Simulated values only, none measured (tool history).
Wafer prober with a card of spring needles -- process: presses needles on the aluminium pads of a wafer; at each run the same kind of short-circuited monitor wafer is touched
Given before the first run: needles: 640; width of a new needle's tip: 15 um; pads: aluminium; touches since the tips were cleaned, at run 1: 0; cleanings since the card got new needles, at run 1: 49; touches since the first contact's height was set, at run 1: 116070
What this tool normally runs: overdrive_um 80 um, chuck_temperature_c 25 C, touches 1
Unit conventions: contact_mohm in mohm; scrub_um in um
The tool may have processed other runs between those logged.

run,day,overdrive_um,chuck_temperature_c,touches,touches since the tips were cleaned,cleanings since the card got new needles,touches since the first contact's height was set,contact_mohm,scrub_um
1,0.000,80,25,1,0,49,116070,123,19.37
# day 0.188: tips cleaned on abrasive film
2,0.221,80,25,1,423,50,118707,124,19.36
# day 0.362: tips cleaned on abrasive film
3,0.446,80,25,1,983,51,121403,128,19.66
# day 0.533: tips cleaned on abrasive film
# day 0.729: tips cleaned on abrasive film
4,0.754,80,25,1,308,53,125064,124,19.54
# day 0.908: tips cleaned on abrasive film
# day 1.092: tips cleaned on abrasive film
5,1.192,80,93,1,1196,55,130301,137,19.41
# day 1.283: tips cleaned on abrasive film
# day 1.488: tips cleaned on abrasive film
6,1.529,80,93,1,549,57,134361,135,19.44
# day 1.654: tips cleaned on abrasive film
7,1.746,80,25,1,1149,58,136957,131,19.22
# day 1.846: tips cleaned on abrasive film
# day 2.012: tips cleaned on abrasive film
8,2.162,80,25,1,1796,60,141905,131,18.93
# day 2.192: tips cleaned on abrasive film
# day 2.388: tips cleaned on abrasive film
9,2.504,80,25,1,1434,62,145980,135,19.19
# day 2.571: tips cleaned on abrasive film
# day 2.754: tips cleaned on abrasive film
10,2.850,76,25,1,1175,64,150120,137,17.74
# day 2.946: tips cleaned on abrasive film
11,3.079,76,25,1,1635,65,152877,136,18.22
# day 3.121: tips cleaned on abrasive film
# day 3.292: tips cleaned on abrasive film
12,3.325,80,25,2,409,67,155779,125,18.84
# day 3.471: tips cleaned on abrasive film
# day 3.646: tips cleaned on abrasive film
13,3.717,73,25,1,901,69,160461,132,17.36
# day 3.829: tips cleaned on abrasive film
# day 4.004: tips cleaned on abrasive film
14,4.004,91,67,2,0,71,163836,125,21.67
# day 4.192: tips cleaned on abrasive film
# day 4.367: tips cleaned on abrasive film
15,4.404,91,67,1,470,73,168644,132,21.75
# day 4.546: tips cleaned on abrasive film
# day 4.746: tips cleaned on abrasive film
16,4.854,74,25,1,1300,75,174008,136,17.11
# day 4.925: tips cleaned on abrasive film
# day 5.104: tips cleaned on abrasive film
17,5.175,80,108,3,829,77,177829,132,18.70
# day 5.296: tips cleaned on abrasive film
# day 5.475: tips cleaned on abrasive film
18,5.575,69,122,2,1233,79,182629,145,15.77
# day 5.671: tips cleaned on abrasive film
19,5.788,71,48,2,1406,80,185168,138,16.35
# day 5.842: tips cleaned on abrasive film
# day 6.012: tips cleaned on abrasive film
# day 6.192: tips cleaned on abrasive film
20,6.233,71,48,2,542,83,190486,131,16.13
# day 6.371: tips cleaned on abrasive film
21,6.454,71,48,2,987,84,193086,137,16.43
# day 6.546: tips cleaned on abrasive film
# day 6.729: tips cleaned on abrasive film
# day 6.929: tips cleaned on abrasive film
22,6.929,71,48,2,0,87,198733,129,16.17
# day 7.104: tips cleaned on abrasive film
# day 7.296: tips cleaned on abrasive film
23,7.362,74,72,1,806,89,203960,142,16.84
# day 7.500: tips cleaned on abrasive film
# day 7.671: tips cleaned on abrasive film
24,7.671,74,69,2,0,91,207596,131,16.57
# day 7.854: tips cleaned on abrasive film
# day 8.021: tips cleaned on abrasive film
25,8.121,74,94,2,1192,93,212997,140,16.45
# day 8.192: tips cleaned on abrasive film
# day 8.371: tips cleaned on abrasive film
# day 8.562: tips cleaned on abrasive film
26,8.600,74,94,2,439,96,218695,138,16.68

Consider 3 possible next runs. They are alternatives, not a sequence: every one starts from the tool as it was left by run 26. What does each give?
# day 8.729: tips cleaned on abrasive film
A,8.812,75,101,2,999,97,221235,?,?
# day 8.729: tips cleaned on abrasive film
B,8.812,74,41,2,999,97,221235,?,?
# day 8.729: tips cleaned on abrasive film
C,8.812,81,25,2,999,97,221235,?,?

run,contact_mohm,scrub_um
A,141,17.01
B,134,16.85
C,123,18.56
Had the tool no hidden state, the same runs would have come out as:
run,contact_mohm,scrub_um
A,131,19.32
B,123,19.17
C,114,20.88
